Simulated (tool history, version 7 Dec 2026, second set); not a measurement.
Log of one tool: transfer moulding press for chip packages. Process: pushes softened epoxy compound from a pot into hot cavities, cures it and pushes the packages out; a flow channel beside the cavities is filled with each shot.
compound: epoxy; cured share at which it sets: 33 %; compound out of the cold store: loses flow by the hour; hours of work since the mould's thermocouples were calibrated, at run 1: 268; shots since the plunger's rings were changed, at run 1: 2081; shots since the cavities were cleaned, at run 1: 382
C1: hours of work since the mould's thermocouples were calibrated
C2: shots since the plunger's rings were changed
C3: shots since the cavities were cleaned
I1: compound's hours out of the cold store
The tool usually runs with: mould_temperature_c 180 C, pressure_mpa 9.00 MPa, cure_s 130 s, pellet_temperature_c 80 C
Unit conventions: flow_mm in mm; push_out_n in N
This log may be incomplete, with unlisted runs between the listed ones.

{"run": 1, "hour": 0.0, "mould_temperature_c": 180, "pressure_mpa": 9.0, "cure_s": 130, "pellet_temperature_c": 80, "C1": 268, "C2": 2081, "C3": 382, "I1": 47.5, "flow_mm": 778, "push_out_n": 455}
{"hour": 13.3, "done": "cavities cleaned with cleaning compound and waxed"}
{"hour": 67.5, "done": "cavities cleaned with cleaning compound and waxed"}
{"run": 2, "hour": 69.2, "mould_temperature_c": 180, "pressure_mpa": 9.0, "cure_s": 130, "pellet_temperature_c": 85, "C1": 309, "C2": 2655, "C3": 14, "I1": 20.2, "flow_mm": 838, "push_out_n": 291}
{"hour": 121.9, "done": "cavities cleaned with cleaning compound and waxed"}
{"run": 3, "hour": 121.9, "mould_temperature_c": 180, "pressure_mpa": 9.0, "cure_s": 130, "pellet_temperature_c": 85, "C1": 341, "C2": 3099, "C3": 0, "I1": 19.8, "flow_mm": 824, "push_out_n": 282}
{"hour": 178.8, "done": "cavities cleaned with cleaning compound and waxed"}
{"run": 4, "hour": 187.1, "mould_temperature_c": 180, "pressure_mpa": 9.0, "cure_s": 130, "pellet_temperature_c": 80, "C1": 380, "C2": 3651, "C3": 71, "I1": 12.9, "flow_mm": 838, "push_out_n": 352}
{"hour": 237.4, "done": "cavities cleaned with cleaning compound and waxed"}
{"run": 5, "hour": 240.6, "mould_temperature_c": 180, "pressure_mpa": 9.0, "cure_s": 130, "pellet_temperature_c": 80, "C1": 413, "C2": 4102, "C3": 28, "I1": 9.7, "flow_mm": 841, "push_out_n": 316}
{"hour": 293.9, "done": "cavities cleaned with cleaning compound and waxed"}
{"run": 6, "hour": 301.5, "mould_temperature_c": 180, "pressure_mpa": 9.0, "cure_s": 130, "pellet_temperature_c": 80, "C1": 450, "C2": 4617, "C3": 66, "I1": 21.2, "flow_mm": 797, "push_out_n": 329}
{"hour": 348.3, "done": "cavities cleaned with cleaning compound and waxed"}
{"run": 7, "hour": 360.6, "mould_temperature_c": 180, "pressure_mpa": 9.0, "cure_s": 130, "pellet_temperature_c": 80, "C1": 486, "C2": 5116, "C3": 106, "I1": 10.6, "flow_mm": 829, "push_out_n": 364}
{"hour": 406.7, "done": "cavities cleaned with cleaning compound and waxed"}
{"run": 8, "hour": 429.3, "mould_temperature_c": 180, "pressure_mpa": 9.0, "cure_s": 130, "pellet_temperature_c": 80, "C1": 527, "C2": 5700, "C3": 197, "I1": 25.9, "flow_mm": 777, "push_out_n": 420}
{"hour": 461.5, "done": "cavities cleaned with cleaning compound and waxed"}
{"run": 9, "hour": 472.3, "mould_temperature_c": 180, "pressure_mpa": 9.0, "cure_s": 130, "pellet_temperature_c": 80, "C1": 553, "C2": 6059, "C3": 93, "I1": 15.8, "flow_mm": 811, "push_out_n": 346}
{"hour": 515.4, "done": "plunger's sealing rings changed"}
{"hour": 522.6, "done": "cavities cleaned with cleaning compound and waxed"}
{"run": 10, "hour": 550.0, "mould_temperature_c": 180, "pressure_mpa": 8.19, "cure_s": 130, "pellet_temperature_c": 80, "C1": 599, "C2": 287, "C3": 237, "I1": 43.2, "flow_mm": 773, "push_out_n": 405}
{"hour": 577.6, "done": "cavities cleaned with cleaning compound and waxed"}
{"run": 11, "hour": 617.1, "mould_temperature_c": 180, "pressure_mpa": 9.0, "cure_s": 130, "pellet_temperature_c": 80, "C1": 640, "C2": 856, "C3": 342, "I1": 40.0, "flow_mm": 807, "push_out_n": 437}
{"hour": 633.5, "done": "cavities cleaned with cleaning compound and waxed"}
{"hour": 689.5, "done": "cavities cleaned with cleaning compound and waxed"}
{"run": 12, "hour": 693.1, "mould_temperature_c": 173, "pressure_mpa": 9.97, "cure_s": 119, "pellet_temperature_c": 75, "C1": 685, "C2": 1489, "C3": 31, "I1": 17.2, "flow_mm": 912, "push_out_n": 570}
{"hour": 744.3, "done": "cavities cleaned with cleaning compound and waxed"}
{"run": 13, "hour": 744.9, "mould_temperature_c": 177, "pressure_mpa": 10.09, "cure_s": 163, "pellet_temperature_c": 84, "C1": 717, "C2": 1925, "C3": 5, "I1": 8.1, "flow_mm": 930, "push_out_n": 264}
{"hour": 799.5, "done": "cavities cleaned with cleaning compound and waxed"}
{"run": 14, "hour": 819.9, "mould_temperature_c": 177, "pressure_mpa": 7.63, "cure_s": 163, "pellet_temperature_c": 84, "C1": 763, "C2": 2563, "C3": 177, "I1": 41.9, "flow_mm": 728, "push_out_n": 352}

Below, some changes in flow_mm between adjacent runs. For each, the amount present without the hidden state too (settings, incoming material, random variation) and the amount remaining for the hidden state with gauge scatter not shared by both compared results:
Unlogged tool condition in this case: true mould temperature over the reading, C; pressure that reaches the compound, % of what is set; grip of the stained cavities, % over clean ones'; drift of the gauge itself on flow_mm, %; drift of the gauge itself on push_out_n, %.
Run 9 -> 10: pressure_mpa 9.00 -> 8.19, plunger's sealing rings changed, cavities cleaned with cleaning compound and waxed. flow_mm -38 mm: hidden state +77, all else -115.
Run 13 -> 14: pressure_mpa 10.09 -> 7.63, cavities cleaned with cleaning compound and waxed. flow_mm -202 mm: hidden state +0, all else -202.
